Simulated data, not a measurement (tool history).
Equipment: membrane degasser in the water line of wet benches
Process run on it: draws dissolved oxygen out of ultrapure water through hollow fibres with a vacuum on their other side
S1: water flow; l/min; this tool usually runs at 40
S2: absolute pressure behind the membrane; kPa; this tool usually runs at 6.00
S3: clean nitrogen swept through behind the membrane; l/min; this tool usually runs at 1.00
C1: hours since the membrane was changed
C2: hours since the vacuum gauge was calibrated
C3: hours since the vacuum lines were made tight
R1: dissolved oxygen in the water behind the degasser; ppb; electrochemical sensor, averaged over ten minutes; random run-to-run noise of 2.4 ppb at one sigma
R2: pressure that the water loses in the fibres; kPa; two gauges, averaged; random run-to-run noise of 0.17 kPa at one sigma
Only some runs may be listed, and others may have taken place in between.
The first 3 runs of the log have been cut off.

Run 4, hour 740.6: usual settings but S1 57 l/min, S3 1.34 l/min; C1 11060; C2 699; C3 7855. Result: R1 277.9 ppb, R2 41.91 kPa.
At hour 800.8: seals of the vacuum lines changed.
Run 5, hour 1066.1: usual settings but S2 13.57 kPa; C1 11384; C2 1022; C3 265. Result: R1 786.4 ppb, R2 29.47 kPa.
Run 6, hour 1290.4: usual settings but S2 13.57 kPa; C1 11608; C2 1246; C3 490. Result: R1 788.4 ppb, R2 29.35 kPa.
Run 7, hour 1523.9: usual settings but S2 13.57 kPa; C1 11842; C2 1480; C3 723. Result: R1 774.8 ppb, R2 29.18 kPa.
Run 8, hour 1812.8: usual settings; C1 12130; C2 1769; C3 1012. Result: R1 238.2 ppb, R2 29.82 kPa.
Run 9, hour 1976.8: usual settings; C1 12295; C2 1933; C3 1176. Result: R1 234.2 ppb, R2 29.66 kPa.
At hour 2219.5: membrane cartridge changed.
Run 10, hour 2315.6: usual settings; C1 96; C2 2268; C3 1511. Result: R1 233.0 ppb, R2 29.43 kPa.
Run 11, hour 2568.9: usual settings; C1 349; C2 2521; C3 1764. Result: R1 232.4 ppb, R2 29.83 kPa.
Run 12, hour 2770.1: usual settings; C1 551; C2 2722; C3 1965. Result: R1 236.0 ppb, R2 29.50 kPa.
Run 13, hour 2929.4: usual settings; C1 710; C2 2881; C3 2125. Result: R1 236.4 ppb, R2 29.45 kPa.
Run 14, hour 3174.1: usual settings; C1 955; C2 3126; C3 2369. Result: R1 233.3 ppb, R2 29.37 kPa.
Run 15, hour 3323.7: usual settings; C1 1104; C2 3276; C3 2519. Result: R1 233.2 ppb, R2 29.53 kPa.
Run 16, hour 3538.1: usual settings; C1 1319; C2 3490; C3 2733. Result: R1 234.9 ppb, R2 29.73 kPa.
Run 17, hour 3793.5: usual settings; C1 1574; C2 3746; C3 2989. Result: R1 235.0 ppb, R2 29.21 kPa.
Run 18, hour 4037.0: usual settings but S1 50 l/min, S2 9.80 kPa, S3 0.47 l/min; C1 1818; C2 3989; C3 3232. Result: R1 1006.9 ppb, R2 37.23 kPa.
Run 19, hour 4216.6: usual settings but S1 50 l/min, S2 9.80 kPa, S3 0.47 l/min; C1 1997; C2 4169; C3 3412. Result: R1 993.4 ppb, R2 37.16 kPa.
Run 20, hour 4530.1: usual settings but S1 55 l/min, S2 7.34 kPa, S3 0.47 l/min; C1 2311; C2 4482; C3 3725. Result: R1 700.7 ppb, R2 40.69 kPa.
Run 21, hour 4684.1: usual settings but S1 55 l/min, S2 13.73 kPa, S3 0.47 l/min; C1 2465; C2 4636; C3 3879. Result: R1 1608.0 ppb, R2 40.62 kPa.
Run 22, hour 4953.4: usual settings but S1 55 l/min, S2 13.73 kPa, S3 0.47 l/min; C1 2734; C2 4905; C3 4149. Result: R1 1600.1 ppb, R2 41.08 kPa.
Run 23, hour 5145.7: usual settings but S1 55 l/min, S2 13.73 kPa, S3 0.47 l/min; C1 2926; C2 5098; C3 4341. Result: R1 1595.4 ppb, R2 40.90 kPa.
Run 24, hour 5411.0: usual settings but S1 31 l/min, S2 13.73 kPa, S3 0.47 l/min; C1 3191; C2 5363; C3 4606. Result: R1 1113.8 ppb, R2 23.33 kPa.
Run 25, hour 5691.7: usual settings but S1 55 l/min, S2 13.73 kPa, S3 2.46 l/min; C1 3472; C2 5644; C3 4887. Result: R1 530.0 ppb, R2 40.78 kPa.
Run 26, hour 5923.5: usual settings but S1 62 l/min, S2 14.65 kPa, S3 1.44 l/min; C1 3704; C2 5875; C3 5119. Result: R1 934.2 ppb, R2 46.47 kPa.
Run 27, hour 6100.6: usual settings but S1 33 l/min, S2 14.65 kPa, S3 1.44 l/min; C1 3881; C2 6053; C3 5296. Result: R1 559.0 ppb, R2 24.60 kPa.

Run 28 is up next; what results do you expect?
Run 28, hour 6450.9: usual settings but S1 61 l/min, S2 7.02 kPa, S3 1.44 l/min; C1 4231; C2 6403; C3 5646. Result: R1 ?, R2 ?.

R1: 366.2 ppb
R2: 46.10 kPa
With no hidden state in the tool, this same run would have given R1 365.9 ppb, R2 44.98 kPa.
